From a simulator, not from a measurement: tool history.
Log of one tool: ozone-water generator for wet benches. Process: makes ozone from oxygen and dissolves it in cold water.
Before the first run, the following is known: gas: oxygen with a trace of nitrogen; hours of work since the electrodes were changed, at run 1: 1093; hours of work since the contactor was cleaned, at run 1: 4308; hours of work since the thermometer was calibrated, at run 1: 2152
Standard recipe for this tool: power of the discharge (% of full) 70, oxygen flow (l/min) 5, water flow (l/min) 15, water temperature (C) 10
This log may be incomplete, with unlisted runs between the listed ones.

run    hour  power of the discharge (% of full)  oxygen flow (l/min)  water flow (l/min)  water temperature (C)  hours of work since the electrodes were changed  hours of work since the contactor was cleaned  hours of work since the thermometer was calibrated  dissolved ozone (ppm)  ozone in the gas ahead of the water (g/m3)
  1       0                                  70                    5                  15                     10                                             1093                                           4308                                                2152                   29.4                                         273
  2   159.1                                  70                 3.21                  15                     10                                             1196                                           4410                                                2254                   27.8                                       339.6
  3   305.3                                  70                 3.21                  15                     10                                             1290                                           4504                                                2349                     28                                       338.7
  4   441.1                                  70                    5                  15                     10                                             1378                                           4592                                                2436                     29                                       273.3
  5   550.1                                  70                 5.79                  15                     10                                             1448                                           4662                                                2507                   29.3                                       251.5
  6   652.5                                  70                 5.79                  15                     10                                             1514                                           4728                                                2573                   28.6                                       250.8
  7   804.3                                  70                 5.79                  15                     10                                             1612                                           4826                                                2671                   28.7                                       247.7
  8   923.5                                  70                 5.79                  15                     10                                             1689                                           4903                                                2747                   28.5                                         250
  9  1002.2                                  70                    5                  16                     10                                             1740                                           4954                                                2798                   27.1                                       268.9
 10  1146.5                                  70                    5                  16                     10                                             1833                                           5047                                                2891                   27.1                                       267.6
 11  1277.8                                  70                    5                  15                     10                                             1918                                           5132                                                2976                   28.6                                       265.7
 12  1350.6                                  70                    5                  15                     10                                             1964                                           5179                                                3023                   28.1                                       267.5
     1412.9  -- water thermometer calibrated
 13  1503.2                                  70                    5                  15                     10                                             2063                                           5277                                                  58                   28.1                                       266.1
 14  1573.4                                  70                    5                  15                     10                                             2108                                           5322                                                 104                   28.3                                       266.1
 15  1658.2                                  70                 5.07                  15                     10                                             2163                                           5377                                                 158                   28.3                                       263.7
 16  1807.3                                  70                    5                  15                     10                                             2259                                           5473                                                 254                     28                                       262.7
 17  1941.4                                  70                    5                  15                     12                                             2345                                           5560                                                 341                   27.2                                       264.5
 18  2088.3                                  86                    5                  15                     10                                             2440                                           5655                                                 436                   31.6                                       297.6
 19  2215.1                                  86                    5                  19                     13                                             2522                                           5736                                                 518                   24.1                                       297.7
 20  2310.3                                  86                 2.98                  19                     16                                             2583                                           5798                                                 579                   21.6                                       384.2

What will run 21 give?
 21  2432.3                                  70                 2.99                  15                      7                                             2662                                           5876                                                 658                      ?                                           ?

{"run 21": {"dissolved ozone (ppm)": 26.8, "ozone in the gas ahead of the water (g/m3)": 338.6}}
Were there no unlogged condition in the tool, this run, its random variation unchanged, would have produced dissolved ozone (ppm) 31.6, ozone in the gas ahead of the water (g/m3) 360.2.
